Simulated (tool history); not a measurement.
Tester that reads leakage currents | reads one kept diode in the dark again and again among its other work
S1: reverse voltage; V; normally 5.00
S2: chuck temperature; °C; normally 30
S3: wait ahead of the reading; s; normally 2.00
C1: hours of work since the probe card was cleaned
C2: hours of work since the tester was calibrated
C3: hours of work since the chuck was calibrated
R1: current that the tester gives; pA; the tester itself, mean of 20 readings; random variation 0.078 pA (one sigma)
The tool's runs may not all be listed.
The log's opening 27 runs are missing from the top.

run     day    S1  S2    S3  C1   C2   C3      R1
 28  24.946  9.69  22  1.23  58  428  622   25.25
 29  25.500  9.69  22  1.23  66  436  629   25.29
 30  26.517  1.20  31  3.22  80  451  644   11.96
 31  27.238  1.10  28  1.29  91  461  654    9.13
     27.821  -- probe card cleaned and baked, once more
 32  28.258  1.10  28  1.29   6  474  667    8.11
 33  29.183  2.66  36  0.54  19  487  680   26.18
 34  30.050  2.66  36  0.54  32  499  693   26.42
 35  31.096  5.00  21  0.90  47  514  707   11.53
 36  31.771  3.40  22  0.36  56  524  717   10.91
 37  32.888  3.09  57  0.81  72  540  733  136.58
 38  33.492  1.54  31  9.95  81  548  742   12.72
 39  34.246  1.54  31  9.95  92  559  752   12.77

What if the next run were any one of these 5? Each begins from the tool's condition after run 39:
  A  35.146  19.26  32  0.32  104  572  765   ?
  B  35.146   5.00  28  2.00  104  572  765   ?
  C  35.146   1.72  21  2.14  104  572  765   ?
  D  35.146   1.99  21  8.33  104  572  765   ?
  E  35.146   1.54  22  9.95  104  572  765   ?

run     R1
  A  69.52
  B  19.92
  C   6.07
  D   6.42
  E   6.04
The same runs, with their run-to-run variation unchanged, on a tool lacking any hidden condition would have given:
run     R1
  A  60.46
  B  17.06
  C   5.15
  D   5.40
  E   5.14

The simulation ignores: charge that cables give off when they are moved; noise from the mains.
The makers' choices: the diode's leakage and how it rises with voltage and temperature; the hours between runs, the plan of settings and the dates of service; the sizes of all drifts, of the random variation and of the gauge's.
